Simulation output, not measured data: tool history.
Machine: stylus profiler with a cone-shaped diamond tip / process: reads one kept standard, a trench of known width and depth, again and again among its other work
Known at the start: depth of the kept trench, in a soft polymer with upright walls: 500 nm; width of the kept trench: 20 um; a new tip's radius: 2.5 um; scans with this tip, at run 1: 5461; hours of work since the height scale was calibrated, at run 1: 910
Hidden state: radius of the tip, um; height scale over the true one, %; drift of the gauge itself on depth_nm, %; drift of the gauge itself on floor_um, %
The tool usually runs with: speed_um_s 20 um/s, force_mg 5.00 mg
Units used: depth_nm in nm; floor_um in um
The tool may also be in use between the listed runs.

run    hour  speed_um_s  force_mg  scans with this tip  hours of work since the height scale was calibrated  depth_nm  floor_um
  1     0.0          20      5.00                 5461                                                  910    507.11     17.01
  2    49.1           7      5.00                 5687                                                  948    506.85     16.93
  3    95.3           7      5.00                 5900                                                  983    507.17     17.02
  4   141.9          20      5.00                 6114                                                 1019    507.30     16.97
  5   183.9          22      5.00                 6307                                                 1051    507.10     16.94
  6   225.2          20      5.00                 6497                                                 1083    507.20     16.95
  7   299.7          20      4.13                 6840                                                 1140    506.06     16.99
  8   374.4          20      8.19                 7183                                                 1197    509.81     16.93
  9   412.0          20      8.19                 7356                                                 1226    509.76     16.96
 10   467.4          20      8.19                 7611                                                 1268    509.80     16.96
 11   553.9          20      8.19                 8009                                                 1335    509.72     16.98
 12   632.9          12      5.00                 8372                                                 1395    507.06     17.01
 13   699.3          12      5.00                 8678                                                 1446    507.12     17.03
 14   735.2          12      5.00                 8843                                                 1474    506.95     16.96
 15   815.7          22      5.00                 9213                                                 1535    507.10     16.86
 16   882.6          20      3.96                 9521                                                 1587    506.05     16.99
 17   962.7          20      5.00                 9889                                                 1648    506.92     16.96
 18  1032.4          20      4.84                10210                                                 1701    506.76     16.98
 19  1107.0          20      4.84                10553                                                 1759    506.92     16.98
 20  1170.7          20      4.84                10846                                                 1807    506.78     16.93
 21  1207.4          20      3.33                11015                                                 1835    505.43     16.91
 22  1248.1          20      5.00                11202                                                 1867    506.93     16.96
 23  1290.1          20      5.00                11395                                                 1899    507.10     16.96
 24  1332.0           8      4.24                11588                                                 1931    506.11     16.95
 25  1391.5          71      5.55                11861                                                 1977    507.53     16.88
 26  1462.2          10      2.35                12187                                                 2031    504.11     16.97
 27  1534.4          19      2.13                12518                                                 2086    503.99     16.98
 28  1581.3          12      4.86                12734                                                 2122    506.82     16.98
 29  1619.9          12      4.86                12912                                                 2152    506.92     16.94
 30  1674.4          12      4.86                13162                                                 2193    506.85     16.95
 31  1736.2          15      7.53                13447                                                 2241    509.25     17.00
 32  1797.2          11      9.25                13727                                                 2287    510.67     16.98
 33  1855.2          11      9.25                13994                                                 2332    510.57     16.98
 34  1933.1          55      5.00                14352                                                 2392    506.86     16.99
     1996.3  -- height scale calibrated on a step standard
 35  2003.4          36      6.70                14673                                                    5    508.57     16.95
 36  2038.5          36      6.70                14835                                                   32    508.62     16.93
 37  2112.5          68      3.85                15175                                                   89    505.98     16.91
 38  2164.3          68      3.85                15414                                                  129    505.98     16.84
 39  2225.4           9     11.45                15694                                                  176    512.32     17.00
 40  2297.0          13      5.00                16024                                                  230    507.02     17.03
 41  2352.9          22      3.11                16281                                                  273    505.07     16.96
 42  2397.2          22      3.11                16485                                                  307    505.28     16.96
 43  2478.8          70      3.49                16860                                                  370    505.60     16.90
 44  2533.0          69      6.84                17109                                                  411    508.73     16.92
 45  2613.0          20      3.14                17477                                                  473    505.23     16.96
 46  2672.0          20      3.24                17748                                                  518    505.28     16.97

Predict each of these 3 candidate next runs independently; none follows another, all start after run 46:
  A  2746.5          33      4.54                18091                                                  575         ?         ?
  B  2746.5          25     12.70                18091                                                  575         ?         ?
  C  2746.5           5      2.44                18091                                                  575         ?         ?

run  depth_nm  floor_um
  A    506.71     16.98
  B    513.07     16.96
  C    504.44     16.95
The same runs, with their run-to-run variation unchanged, on a tool lacking any hidden condition would have given:
run  depth_nm  floor_um
  A    506.72     17.00
  B    513.08     16.98
  C    504.45     16.96
